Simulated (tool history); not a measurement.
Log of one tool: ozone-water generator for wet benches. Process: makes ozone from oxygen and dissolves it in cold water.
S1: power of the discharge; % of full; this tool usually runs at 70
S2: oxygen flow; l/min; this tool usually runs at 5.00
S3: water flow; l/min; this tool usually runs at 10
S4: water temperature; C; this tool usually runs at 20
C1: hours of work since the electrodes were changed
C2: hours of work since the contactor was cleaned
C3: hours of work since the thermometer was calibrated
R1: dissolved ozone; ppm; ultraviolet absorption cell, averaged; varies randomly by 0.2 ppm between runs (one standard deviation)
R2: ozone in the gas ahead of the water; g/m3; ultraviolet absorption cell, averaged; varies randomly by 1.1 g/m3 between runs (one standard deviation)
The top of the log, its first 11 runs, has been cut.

Run 12, hour 249.7: usual settings but S3 13 l/min, S4 24 C; C1 390; C2 2644; C3 3608. Result: R1 22.9 ppm, R2 187.6 g/m3.
Run 13, hour 270.5: usual settings but S2 6.24 l/min; C1 410; C2 2664; C3 3627. Result: R1 29.0 ppm, R2 169.2 g/m3.
Run 14, hour 295.4: usual settings but S2 6.24 l/min; C1 433; C2 2687; C3 3651. Result: R1 29.0 ppm, R2 169.4 g/m3.
Run 15, hour 315.5: usual settings but S2 6.24 l/min; C1 452; C2 2706; C3 3670. Result: R1 28.9 ppm, R2 168.1 g/m3.
At hour 332.0: gauge calibrated.
Run 16, hour 345.6: usual settings but S2 6.24 l/min; C1 481; C2 2735; C3 3698. Result: R1 28.7 ppm, R2 171.6 g/m3.
Run 17, hour 371.7: usual settings but S1 71 % of full, S2 6.85 l/min, S4 13 C; C1 506; C2 2760; C3 3723. Result: R1 33.4 ppm, R2 166.7 g/m3.
Run 18, hour 388.2: usual settings but S1 46 % of full, S2 7.30 l/min; C1 521; C2 2775; C3 3739. Result: R1 20.3 ppm, R2 115.8 g/m3.
Run 19, hour 416.0: usual settings but S3 13 l/min, S4 23 C; C1 547; C2 2801; C3 3765. Result: R1 23.4 ppm, R2 191.0 g/m3.
Run 20, hour 431.0: usual settings but S3 13 l/min, S4 23 C; C1 562; C2 2816; C3 3779. Result: R1 23.4 ppm, R2 191.0 g/m3.
Run 21, hour 444.3: usual settings but S1 59 % of full, S2 3.06 l/min, S3 12 l/min; C1 574; C2 2828; C3 3792. Result: R1 22.7 ppm, R2 207.5 g/m3.
Run 22, hour 459.8: usual settings but S1 78 % of full; C1 589; C2 2843; C3 3806. Result: R1 32.0 ppm, R2 206.3 g/m3.
Run 23, hour 490.6: usual settings but S1 78 % of full; C1 618; C2 2872; C3 3836. Result: R1 32.2 ppm, R2 204.3 g/m3.
Run 24, hour 508.0: usual settings but S4 13 C; C1 634; C2 2888; C3 3852. Result: R1 34.1 ppm, R2 188.0 g/m3.
Run 25, hour 534.1: usual settings but S4 13 C; C1 659; C2 2913; C3 3877. Result: R1 33.9 ppm, R2 188.9 g/m3.
Run 26, hour 562.6: usual settings but S1 64 % of full, S2 4.94 l/min, S4 13 C; C1 686; C2 2940; C3 3904. Result: R1 31.1 ppm, R2 176.1 g/m3.
Run 27, hour 580.6: usual settings but S1 56 % of full, S2 3.79 l/min, S3 12 l/min, S4 17 C; C1 703; C2 2957; C3 3921. Result: R1 23.0 ppm, R2 177.1 g/m3.
Run 28, hour 594.0: usual settings but S1 44 % of full, S2 4.04 l/min, S3 8 l/min, S4 25 C; C1 716; C2 2970; C3 3933. Result: R1 21.5 ppm, R2 143.5 g/m3.
Run 29, hour 613.1: usual settings but S1 45 % of full, S2 4.04 l/min, S3 13 l/min, S4 21 C; C1 734; C2 2988; C3 3951. Result: R1 17.1 ppm, R2 147.1 g/m3.
Run 30, hour 643.2: usual settings but S1 45 % of full, S2 4.04 l/min, S3 13 l/min, S4 21 C; C1 762; C2 3016; C3 3980. Result: R1 17.2 ppm, R2 144.5 g/m3.
Run 31, hour 657.4: usual settings but S1 86 % of full, S2 3.78 l/min, S3 12 l/min, S4 17 C; C1 776; C2 3030; C3 3993. Result: R1 32.2 ppm, R2 249.9 g/m3.

Here are 4 independent what-if runs from the current tool condition. What would each one return?
Run A, hour 686.4: usual settings but S3 11 l/min, S4 21 C; C1 803; C2 3057; C3 4021. Result: R1 ?, R2 ?.
Run B, hour 686.4: usual settings but S1 67 % of full, S2 3.78 l/min, S3 12 l/min, S4 21 C; C1 803; C2 3057; C3 4021. Result: R1 ?, R2 ?.
Run C, hour 686.4: usual settings but S1 91 % of full, S2 2.78 l/min, S3 13 l/min; C1 803; C2 3057; C3 4021. Result: R1 ?, R2 ?.
Run D, hour 686.4: usual settings but S4 18 C; C1 803; C2 3057; C3 4021. Result: R1 ?, R2 ?.

run    R1     R2
  A  27.0  186.5
  B  25.1  204.7
  C  29.5  296.7
  D  31.0  187.1
Without the tool's hidden state the same runs would have given:
run    R1     R2
  A  27.0  192.7
  B  25.1  211.6
  C  29.6  306.7
  D  31.1  193.3

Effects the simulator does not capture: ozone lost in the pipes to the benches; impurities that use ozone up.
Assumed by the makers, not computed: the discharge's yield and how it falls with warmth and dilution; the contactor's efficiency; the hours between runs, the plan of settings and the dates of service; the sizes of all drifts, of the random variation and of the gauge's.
